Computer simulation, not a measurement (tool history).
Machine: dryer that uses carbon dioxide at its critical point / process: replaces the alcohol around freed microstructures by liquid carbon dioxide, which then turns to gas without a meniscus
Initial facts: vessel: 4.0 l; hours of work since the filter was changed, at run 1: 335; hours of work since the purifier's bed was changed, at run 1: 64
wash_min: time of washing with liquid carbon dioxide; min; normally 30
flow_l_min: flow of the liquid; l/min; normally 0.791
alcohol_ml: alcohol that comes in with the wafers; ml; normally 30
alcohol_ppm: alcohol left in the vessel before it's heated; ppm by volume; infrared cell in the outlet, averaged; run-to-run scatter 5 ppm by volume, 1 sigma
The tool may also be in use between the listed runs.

run	day	wash_min	flow_l_min	alcohol_ml	hours of work since the filter was changed	hours of work since the purifier's bed was changed	alcohol_ppm
1	0	30	0.791	30	335	64	76
2	0.354	30	0.791	30	338	67	70
3	0.708	30	0.791	30	341	70	82
4	0.9	30	0.791	30	342	71	81
5	1.196	40	0.791	30	344	73	31
6	1.567	40	0.791	30	347	76	22
7	1.833	40	0.791	30	349	78	22
8	2.125	40	0.791	30	351	80	30
9	2.4	30	0.791	61	353	82	138
10	2.754	30	0.791	61	356	85	128
11	3.038	34	0.791	30	358	87	50
12	3.358	34	0.791	30	360	89	59
13	3.55	34	0.791	30	362	91	57
14	3.775	31	1.201	81	363	92	24
15	4.062	31	1.201	81	365	94	29
16	4.446	31	1.201	81	368	97	27
17	4.675	21	0.8	42	370	99	358
18	4.842	27	0.978	21	371	100	49
19	5.104	33	0.76	30	373	102	68
20	5.425	33	0.76	31	375	104	75
21	5.708	22	1.289	30	378	107	44
22	6.075	22	1.289	30	380	109	53
23	6.462	30	0.953	55	383	112	69
24	6.712	30	0.523	20	385	114	231
25	7.008	39	1.34	49	387	116	24
26	7.379	30	0.791	34	390	119	93

Had the tool no unlogged condition, and each run kept its random variation, what would the results have been?
The tool's hidden condition here consists of: flow that reaches the vessel past the clogged filter, %; alcohol in the recycled carbon dioxide, ppm; drift of the gauge itself on alcohol_ppm, %.
run	alcohol_ppm
1	39
2	33
3	45
4	42
5	12
6	3
7	2
8	10
9	69
10	58
11	20
12	29
13	25
14	2
15	6
16	3
17	217
18	19
19	28
20	33
21	13
22	21
23	27
24	138
25	4
26	39

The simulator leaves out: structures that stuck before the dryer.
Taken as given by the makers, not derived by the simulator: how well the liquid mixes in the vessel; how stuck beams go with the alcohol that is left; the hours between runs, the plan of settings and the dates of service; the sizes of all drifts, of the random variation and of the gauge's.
